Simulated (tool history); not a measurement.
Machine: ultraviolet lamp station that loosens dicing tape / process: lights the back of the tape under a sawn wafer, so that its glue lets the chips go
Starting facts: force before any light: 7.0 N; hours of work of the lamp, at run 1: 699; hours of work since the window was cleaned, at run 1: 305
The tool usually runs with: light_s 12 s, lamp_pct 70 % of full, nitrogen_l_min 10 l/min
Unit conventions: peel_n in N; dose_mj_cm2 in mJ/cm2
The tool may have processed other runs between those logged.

run	hour	light_s	lamp_pct	nitrogen_l_min	hours of work of the lamp	hours of work since the window was cleaned	peel_n	dose_mj_cm2
1	0.0	12	70	10	699	305	0.436	304
2	40.2	12	70	10	724	330	0.447	300
3	62.9	12	75	10	739	345	0.386	320
4	109.4	12	75	10	768	374	0.403	315
5	132.3	12	70	10	782	388	0.452	293
6	157.0	12	70	10	797	403	0.463	288
7	180.8	12	70	10	812	418	0.486	291
8	202.9	12	70	16	826	432	0.318	287
9	241.8	12	70	16	850	456	0.349	286
10	275.9	12	70	16	872	478	0.339	285
11	296.4	12	70	16	885	491	0.331	285
12	324.9	12	70	3	902	508	1.365	279
13	346.8	12	67	3	916	522	1.468	266
14	384.9	12	67	3	940	546	1.466	267
15	423.1	12	74	10	964	570	0.476	293
16	447.5	12	70	10	979	585	0.522	274
17	481.5	12	70	10	1000	606	0.555	270
18	520.1	12	70	5	1024	630	0.987	267
19	564.2	12	70	10	1052	658	0.569	265
20	600.1	12	70	10	1074	680	0.583	264
# hour 609.3: window cleaned of glue's vapour
21	624.9	12	70	10	1089	10	0.508	281
22	654.5	6	70	8	1108	28	1.866	135
23	700.6	6	70	8	1137	57	2.001	139
24	740.3	12	89	10	1162	82	0.334	346
25	766.8	18	84	5	1178	98	0.306	489
26	792.8	18	97	14	1194	115	0.151	557
27	825.0	11	89	12	1214	135	0.340	315
28	866.5	6	89	12	1240	161	1.173	169
29	900.4	12	70	11	1262	182	0.537	261
30	928.4	12	70	11	1279	199	0.540	261
31	974.5	12	65	3	1308	228	1.691	237
32	1008.2	7	70	4	1329	249	2.450	151
33	1030.0	8	70	6	1343	263	1.809	167
34	1056.6	8	70	6	1359	279	1.781	168
35	1090.7	12	62	6	1380	301	1.205	223
36	1121.9	12	70	11	1400	320	0.600	251
37	1159.3	20	71	10	1423	344	0.238	419
38	1180.7	7	70	14	1437	357	1.348	143

For run 39, what comes out?
39	1212.4	7	70	10	1457	377	?	?

{"run 39": {"peel_n": 1.751, "dose_mj_cm2": 142}}
Were there no unlogged condition in the tool, this run, its random variation unchanged, would have produced peel_n 0.905 N, dose_mj_cm2 213 mJ/cm2.

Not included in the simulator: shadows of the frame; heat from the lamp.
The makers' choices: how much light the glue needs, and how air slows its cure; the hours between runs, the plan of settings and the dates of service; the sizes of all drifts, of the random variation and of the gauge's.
